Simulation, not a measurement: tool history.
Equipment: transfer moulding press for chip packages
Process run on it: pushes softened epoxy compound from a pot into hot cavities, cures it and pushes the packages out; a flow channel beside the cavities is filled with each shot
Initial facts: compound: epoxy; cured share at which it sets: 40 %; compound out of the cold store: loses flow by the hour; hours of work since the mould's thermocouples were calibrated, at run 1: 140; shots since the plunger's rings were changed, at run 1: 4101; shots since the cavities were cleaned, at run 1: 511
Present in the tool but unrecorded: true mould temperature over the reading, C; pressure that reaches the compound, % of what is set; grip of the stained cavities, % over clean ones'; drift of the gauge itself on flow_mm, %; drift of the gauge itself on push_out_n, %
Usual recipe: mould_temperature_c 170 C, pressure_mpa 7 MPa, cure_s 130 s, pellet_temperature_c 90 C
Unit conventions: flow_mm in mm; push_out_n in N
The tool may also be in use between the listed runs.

run,hour,mould_temperature_c,pressure_mpa,cure_s,pellet_temperature_c,hours of work since the mould's thermocouples were calibrated,shots since the plunger's rings were changed,shots since the cavities were cleaned,incoming compound's hours out of the cold store,flow_mm,push_out_n
1,0,170,7,130,90,140,4101,511,32.4,874,355
# hour 7: plunger's sealing rings changed
2,9.5,170,7,130,90,143,17,560,15.5,955,356
3,17.9,170,7,130,90,147,76,619,30.8,909,354
4,24.4,170,7,130,90,150,121,664,18.9,941,361
5,29.4,170,7,130,90,153,156,699,35.5,890,357
# hour 37.7: cavities cleaned with cleaning compound and waxed
6,38.5,170,7,130,90,156,210,6,15,950,227
7,42.3,170,7,139,90,158,236,32,20.1,933,211
8,46.2,170,7,139,90,160,264,60,22.2,928,226
9,50.9,170,7,139,90,162,296,92,43.8,865,226
10,57.3,174,7,130,90,165,341,137,24,900,234
11,63.2,170,5.68,130,90,168,382,178,42,791,257
12,68.1,170,5.68,130,90,171,416,212,15.8,852,289
13,76,170,7,130,90,174,472,268,44.1,868,293
14,80.3,170,7,130,90,176,502,298,42.9,867,292
15,89.2,169,7,130,90,181,565,361,47.3,859,312
16,96.1,169,7,150,89,184,612,408,30.6,907,293
17,101.4,170,8.36,130,90,187,650,446,23.1,1011,320
18,108.5,165,5.9,136,92,190,699,495,35.6,843,430
19,115.8,165,5.9,136,92,194,750,546,42.9,818,401
20,119.8,165,5.38,130,91,195,778,574,23.8,830,489
21,127.9,165,5.38,130,91,199,835,631,30.5,812,494
22,133.5,175,7,134,91,202,874,670,32.3,867,299
23,140.4,173,6.36,130,90,205,923,719,38.3,818,328
# hour 145.7: cavities cleaned with cleaning compound and waxed
24,147.9,173,6.36,130,90,208,965,16,30.4,841,199
25,156,173,6.36,130,90,212,1021,72,34.5,832,217
26,164.8,167,7,130,94,216,1083,134,41.5,876,300
27,171.3,176,7,130,88,220,1128,179,21.4,893,239
28,175.9,170,8.65,118,90,222,1161,212,38.3,981,322

Some steps in flow_mm, run to run, broken into two amounts with sign: the step expected even without the hidden condition (settings, incoming material, random variation), and the rest, left for the hidden condition together with whatever gauge scatter is not in both the measured and the hidden-condition-free result:
Run 1 -> 2: plunger's sealing rings changed. flow_mm +81 mm: hidden state +28, all else +53.
Run 10 -> 11: mould_temperature_c 174 -> 170, pressure_mpa 7 -> 5.68. flow_mm -109 mm: hidden state +0, all else -109.
Run 17 -> 18: mould_temperature_c 170 -> 165, pressure_mpa 8.36 -> 5.9, cure_s 130 -> 136, pellet_temperature_c 90 -> 92. flow_mm -168 mm: hidden state +1, all else -169.
Run 25 -> 26: mould_temperature_c 173 -> 167, pressure_mpa 6.36 -> 7, pellet_temperature_c 90 -> 94. flow_mm +44 mm: hidden state -2, all else +46.

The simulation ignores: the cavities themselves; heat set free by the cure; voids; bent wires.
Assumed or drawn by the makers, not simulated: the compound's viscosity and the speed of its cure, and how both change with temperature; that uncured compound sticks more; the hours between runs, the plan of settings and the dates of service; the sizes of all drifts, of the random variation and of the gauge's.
